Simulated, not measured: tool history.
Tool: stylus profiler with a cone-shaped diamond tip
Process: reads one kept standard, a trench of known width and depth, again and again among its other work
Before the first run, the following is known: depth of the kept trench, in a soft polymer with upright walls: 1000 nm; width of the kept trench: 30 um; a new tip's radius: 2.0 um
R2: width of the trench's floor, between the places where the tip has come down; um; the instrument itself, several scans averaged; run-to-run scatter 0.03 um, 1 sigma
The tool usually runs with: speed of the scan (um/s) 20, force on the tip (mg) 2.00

Run 1, day 0.000: usual settings. Result: depth of the trench (Å) 10099.9, R2 25.47 um.
Run 2, day 0.779: usual settings. Result: depth of the trench (Å) 10099.7, R2 25.50 um.
Run 3, day 1.596: usual settings. Result: depth of the trench (Å) 10103.1, R2 25.46 um.
Run 4, day 2.062: usual settings but speed of the scan (um/s) 19. Result: depth of the trench (Å) 10105.3, R2 25.40 um.
Run 5, day 2.675: usual settings but speed of the scan (um/s) 19. Result: depth of the trench (Å) 10101.7, R2 25.43 um.
Run 6, day 3.254: usual settings but speed of the scan (um/s) 9. Result: depth of the trench (Å) 10102.4, R2 25.40 um.
Run 7, day 4.071: usual settings but force on the tip (mg) 1.80. Result: depth of the trench (Å) 10101.4, R2 25.35 um.
Run 8, day 4.629: usual settings but force on the tip (mg) 1.80. Result: depth of the trench (Å) 10103.2, R2 25.41 um.
Run 9, day 5.033: usual settings but force on the tip (mg) 2.58. Result: depth of the trench (Å) 10118.8, R2 25.32 um.
Run 10, day 5.562: usual settings but force on the tip (mg) 2.58. Result: depth of the trench (Å) 10116.2, R2 25.39 um.
Run 11, day 6.058: usual settings but force on the tip (mg) 2.58. Result: depth of the trench (Å) 10116.7, R2 25.35 um.
Run 12, day 7.000: usual settings. Result: depth of the trench (Å) 10104.5, R2 25.31 um.
Run 13, day 7.617: usual settings. Result: depth of the trench (Å) 10106.5, R2 25.31 um.
Run 14, day 8.138: usual settings. Result: depth of the trench (Å) 10105.4, R2 25.30 um.
Run 15, day 8.971: usual settings. Result: depth of the trench (Å) 10105.6, R2 25.32 um.
Run 16, day 9.696: usual settings but force on the tip (mg) 0.88. Result: depth of the trench (Å) 10085.4, R2 25.28 um.
Run 17, day 10.642: usual settings. Result: depth of the trench (Å) 10107.3, R2 25.21 um.
Run 18, day 11.288: usual settings. Result: depth of the trench (Å) 10108.1, R2 25.28 um.
Run 19, day 11.733: usual settings. Result: depth of the trench (Å) 10112.1, R2 25.24 um.
Run 20, day 12.583: usual settings. Result: depth of the trench (Å) 10112.2, R2 25.26 um.
Run 21, day 13.525: usual settings. Result: depth of the trench (Å) 10114.3, R2 25.13 um.
Run 22, day 14.262: usual settings. Result: depth of the trench (Å) 10113.3, R2 25.15 um.
Run 23, day 15.175: usual settings but speed of the scan (um/s) 11, force on the tip (mg) 1.01. Result: depth of the trench (Å) 10093.3, R2 25.18 um.
Run 24, day 15.779: usual settings but speed of the scan (um/s) 38, force on the tip (mg) 2.91. Result: depth of the trench (Å) 10129.1, R2 25.07 um.
At day 15.950: new tip fitted, height scale calibrated.
Run 25, day 16.683: usual settings but speed of the scan (um/s) 38, force on the tip (mg) 2.91. Result: depth of the trench (Å) 10074.8, R2 26.45 um.
Run 26, day 17.142: usual settings but speed of the scan (um/s) 8, force on the tip (mg) 3.60. Result: depth of the trench (Å) 10088.2, R2 26.53 um.
Run 27, day 18.054: usual settings but speed of the scan (um/s) 8, force on the tip (mg) 3.60. Result: depth of the trench (Å) 10089.5, R2 26.45 um.
Run 28, day 18.458: usual settings but speed of the scan (um/s) 22, force on the tip (mg) 3.89. Result: depth of the trench (Å) 10093.5, R2 26.48 um.
Run 29, day 19.379: usual settings but speed of the scan (um/s) 8, force on the tip (mg) 5.70. Result: depth of the trench (Å) 10118.3, R2 26.46 um.
Run 30, day 20.242: usual settings but speed of the scan (um/s) 7, force on the tip (mg) 3.65. Result: depth of the trench (Å) 10087.0, R2 26.45 um.
Run 31, day 21.112: usual settings but speed of the scan (um/s) 14, force on the tip (mg) 3.65. Result: depth of the trench (Å) 10092.7, R2 26.39 um.
Run 32, day 21.800: usual settings but speed of the scan (um/s) 14, force on the tip (mg) 3.65. Result: depth of the trench (Å) 10090.4, R2 26.41 um.
Run 33, day 22.704: usual settings but speed of the scan (um/s) 14, force on the tip (mg) 3.65. Result: depth of the trench (Å) 10093.1, R2 26.37 um.
Run 34, day 23.412: usual settings but speed of the scan (um/s) 34, force on the tip (mg) 0.77. Result: depth of the trench (Å) 10037.3, R2 26.26 um.
Run 35, day 23.996: usual settings but speed of the scan (um/s) 14, force on the tip (mg) 1.24. Result: depth of the trench (Å) 10047.5, R2 26.38 um.
Run 36, day 24.846: usual settings but speed of the scan (um/s) 14, force on the tip (mg) 1.24. Result: depth of the trench (Å) 10049.2, R2 26.26 um.
Run 37, day 25.417: usual settings but speed of the scan (um/s) 19, force on the tip (mg) 2.15. Result: depth of the trench (Å) 10064.4, R2 26.24 um.

Expected results for the next run?
Run 38, day 26.146: usual settings but speed of the scan (um/s) 8, force on the tip (mg) 1.97. Result: depth of the trench (Å) ?, R2 ?.

Logged for run 38: depth of the trench (Å) 10066.2, R2 26.25 um.
Had the tool carried no hidden state, the very same run would have given depth of the trench (Å) 10058.8, R2 26.50 um.
